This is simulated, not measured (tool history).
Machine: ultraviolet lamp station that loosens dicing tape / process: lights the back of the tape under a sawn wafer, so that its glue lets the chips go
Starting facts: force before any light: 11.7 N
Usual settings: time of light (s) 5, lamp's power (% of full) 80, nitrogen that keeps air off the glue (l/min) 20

| run | day | time of light (s) | lamp's power (% of full) | nitrogen that keeps air off the glue (l/min) | force that peels the tape off (N) | light that reached the tape (mJ/cm2) |
|---|---|---|---|---|---|---|
| 1 | 0 | 5 | 80 | 20 | 0.994 | 464 |
| 2 | 0.225 | 5 | 80 | 20 | 1.026 | 465 |
| 3 | 0.4 | 10 | 80 | 20 | 0.25 | 922 |
| 4 | 0.629 | 5 | 80 | 31 | 0.788 | 462 |
| 5 | 0.958 | 5 | 80 | 31 | 0.819 | 458 |
| 6 | 1.317 | 5 | 91 | 31 | 0.61 | 519 |
| 7 | 1.654 | 3 | 95 | 8 | 2.91 | 333 |
| 8 | 1.962 | 5 | 81 | 20 | 1.018 | 462 |
| 9 | 2.238 | 2 | 96 | 19 | 3.518 | 219 |
| 10 | 2.592 | 3 | 93 | 20 | 2.117 | 319 |
| 11 | 2.879 | 5 | 73 | 10 | 1.846 | 414 |

4 options for the next run, each taken on its own from the tool as it stands now. Forecast them:
| A | 3.121 | 5 | 61 | 7 | ? | ? |
| B | 3.121 | 5 | 73 | 30 | ? | ? |
| C | 3.121 | 8 | 74 | 31 | ? | ? |
| D | 3.121 | 5 | 80 | 20 | ? | ? |

| run | force that peels the tape off (N) | light that reached the tape (mJ/cm2) |
|---|---|---|
| A | 2.834 | 342 |
| B | 1.036 | 418 |
| C | 0.351 | 672 |
| D | 1.069 | 454 |
Without the tool's unlogged condition, the same runs would have read:
| run | force that peels the tape off (N) | light that reached the tape (mJ/cm2) |
|---|---|---|
| A | 2.588 | 365 |
| B | 0.9 | 446 |
| C | 0.31 | 717 |
| D | 0.93 | 484 |

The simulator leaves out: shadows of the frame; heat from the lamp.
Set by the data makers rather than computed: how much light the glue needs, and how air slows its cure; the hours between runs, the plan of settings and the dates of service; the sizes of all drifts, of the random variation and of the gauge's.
